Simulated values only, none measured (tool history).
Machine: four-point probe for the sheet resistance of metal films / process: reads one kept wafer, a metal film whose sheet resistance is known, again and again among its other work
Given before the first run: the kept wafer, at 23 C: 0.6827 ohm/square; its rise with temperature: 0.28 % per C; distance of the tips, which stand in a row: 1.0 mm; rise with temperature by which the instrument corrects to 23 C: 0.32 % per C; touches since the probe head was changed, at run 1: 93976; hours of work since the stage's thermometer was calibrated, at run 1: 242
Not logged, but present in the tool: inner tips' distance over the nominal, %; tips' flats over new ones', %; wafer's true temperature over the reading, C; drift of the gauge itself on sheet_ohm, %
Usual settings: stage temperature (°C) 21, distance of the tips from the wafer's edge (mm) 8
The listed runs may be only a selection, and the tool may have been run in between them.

run   hour  stage temperature (°C)  distance of the tips from the wafer's edge (mm)  touches since the probe head was changed  hours of work since the stage's thermometer was calibrated  sheet resistance as the instrument gives it (ohm/square)
  1    0.0                      21                                                8                                     93976                                                         242                                                  0.697808
  2   18.1                      21                                                8                                     94609                                                         251                                                  0.697748
  3   31.1                      21                                                8                                     95063                                                         258                                                  0.697700
  4   42.9                      21                                                8                                     95476                                                         265                                                  0.697869
  5   55.0                      21                                                8                                     95899                                                         271                                                  0.697580
  6   64.9                      20                                                8                                     96243                                                         277                                                  0.698434
  7   75.2                      20                                                8                                     96604                                                         282                                                  0.698367
  8   90.8                      20                                                8                                     97150                                                         290                                                  0.698240
  9   98.7                      20                                                8                                     97427                                                         295                                                  0.698284
 10  112.0                      20                                                8                                     97891                                                         302                                                  0.698385
 11  128.0                      20                                                3                                     98449                                                         310                                                  0.731636
 12  141.5                      20                                                3                                     98921                                                         318                                                  0.731330
 13  156.3                      20                                                3                                     99441                                                         326                                                  0.731721
     158.2  -- stage's thermometer calibrated
 14  168.9                      25                                                3                                     99861                                                           6                                                  0.730160
 15  187.0                      25                                                3                                    100496                                                          15                                                  0.730010
 16  201.1                      25                                                3                                    100986                                                          23                                                  0.730137
 17  214.5                      25                                                3                                    101457                                                          30                                                  0.730273
     227.3  -- stage's thermometer calibrated, once more
 18  227.5                      25                                                3                                    101892                                                           0                                                  0.730553
 19  237.6                      25                                                3                                    102246                                                           6                                                  0.730288
 20  248.1                      18                                                8                                    102614                                                          11                                                  0.699282
 21  261.4                      18                                                8                                    103077                                                          18                                                  0.699557
 22  269.7                      18                                                8                                    103368                                                          23                                                  0.699335

What will run 23 give?
 23  286.5                      21                                               14                                    103956                                                          32                                                         ?

sheet resistance as the instrument gives it (ohm/square): 0.694918
With no hidden state in the tool, this same run would have given sheet resistance as the instrument gives it (ohm/square) 0.685378.
